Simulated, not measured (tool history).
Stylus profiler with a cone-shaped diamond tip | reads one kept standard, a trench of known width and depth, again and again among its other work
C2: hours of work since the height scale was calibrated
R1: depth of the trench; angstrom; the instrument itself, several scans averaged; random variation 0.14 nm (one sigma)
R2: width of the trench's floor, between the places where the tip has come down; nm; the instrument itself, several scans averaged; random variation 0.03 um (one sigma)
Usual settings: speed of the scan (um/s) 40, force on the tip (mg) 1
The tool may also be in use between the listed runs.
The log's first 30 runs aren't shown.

{"run": 31, "hour": 368.1, "speed of the scan (um/s)": 65, "force on the tip (mg)": 1.35, "scans with this tip": 4536, "C2": 638, "R1": 5042.5, "R2": 95000}
{"hour": 370.1, "done": "height scale calibrated on a step standard"}
{"run": 32, "hour": 381.1, "speed of the scan (um/s)": 65, "force on the tip (mg)": 1.35, "scans with this tip": 4600, "C2": 8, "R1": 5045.9, "R2": 95010}
{"run": 33, "hour": 391.1, "speed of the scan (um/s)": 103, "force on the tip (mg)": 2.71, "scans with this tip": 4652, "C2": 15, "R1": 5061.2, "R2": 94950}
{"run": 34, "hour": 400.7, "speed of the scan (um/s)": 103, "force on the tip (mg)": 2.71, "scans with this tip": 4702, "C2": 22, "R1": 5062.7, "R2": 94970}
{"run": 35, "hour": 416.7, "speed of the scan (um/s)": 15, "force on the tip (mg)": 1.07, "scans with this tip": 4785, "C2": 34, "R1": 5041.4, "R2": 95080}
{"run": 36, "hour": 427.2, "speed of the scan (um/s)": 40, "force on the tip (mg)": 1.99, "scans with this tip": 4839, "C2": 42, "R1": 5053, "R2": 95010}
{"run": 37, "hour": 443.9, "speed of the scan (um/s)": 40, "force on the tip (mg)": 1.99, "scans with this tip": 4926, "C2": 54, "R1": 5054.3, "R2": 95040}
{"hour": 448.0, "done": "height scale calibrated on a step standard, once more"}
{"run": 38, "hour": 452.3, "speed of the scan (um/s)": 16, "force on the tip (mg)": 0.61, "scans with this tip": 4967, "C2": 3, "R1": 5018.6, "R2": 95040}
{"run": 39, "hour": 467.8, "speed of the scan (um/s)": 89, "force on the tip (mg)": 2.09, "scans with this tip": 5048, "C2": 14, "R1": 5042.9, "R2": 94890}
{"run": 40, "hour": 482.5, "speed of the scan (um/s)": 89, "force on the tip (mg)": 2.09, "scans with this tip": 5123, "C2": 25, "R1": 5046, "R2": 94910}
{"run": 41, "hour": 500.0, "speed of the scan (um/s)": 41, "force on the tip (mg)": 0.44, "scans with this tip": 5214, "C2": 38, "R1": 5015.3, "R2": 94870}
{"run": 42, "hour": 509.9, "speed of the scan (um/s)": 41, "force on the tip (mg)": 0.44, "scans with this tip": 5266, "C2": 45, "R1": 5016.3, "R2": 94860}
{"run": 43, "hour": 517.1, "speed of the scan (um/s)": 30, "force on the tip (mg)": 0.51, "scans with this tip": 5303, "C2": 50, "R1": 5020.1, "R2": 94980}
{"run": 44, "hour": 526.8, "speed of the scan (um/s)": 30, "force on the tip (mg)": 0.51, "scans with this tip": 5353, "C2": 57, "R1": 5016.9, "R2": 94920}
{"run": 45, "hour": 535.8, "speed of the scan (um/s)": 30, "force on the tip (mg)": 0.51, "scans with this tip": 5400, "C2": 64, "R1": 5018.7, "R2": 94910}

3 ways to go on from here, each from the tool as it stands after run 45. What would each give?
{"run": "A", "hour": 553.5, "speed of the scan (um/s)": 17, "force on the tip (mg)": 1.65, "scans with this tip": 5492, "C2": 77, "R1": "?", "R2": "?"}
{"run": "B", "hour": 553.5, "speed of the scan (um/s)": 21, "force on the tip (mg)": 1, "scans with this tip": 5492, "C2": 77, "R1": "?", "R2": "?"}
{"run": "C", "hour": 553.5, "speed of the scan (um/s)": 52, "force on the tip (mg)": 1.61, "scans with this tip": 5492, "C2": 77, "R1": "?", "R2": "?"}

run=A R1=5038.2 R2=95030
run=B R1=5026.1 R2=94940
run=C R1=5037.9 R2=94920
Without the tool's hidden state the same runs would have given:
run=A R1=5036.1 R2=95640
run=B R1=5024 R2=95540
run=C R1=5035.7 R2=95530
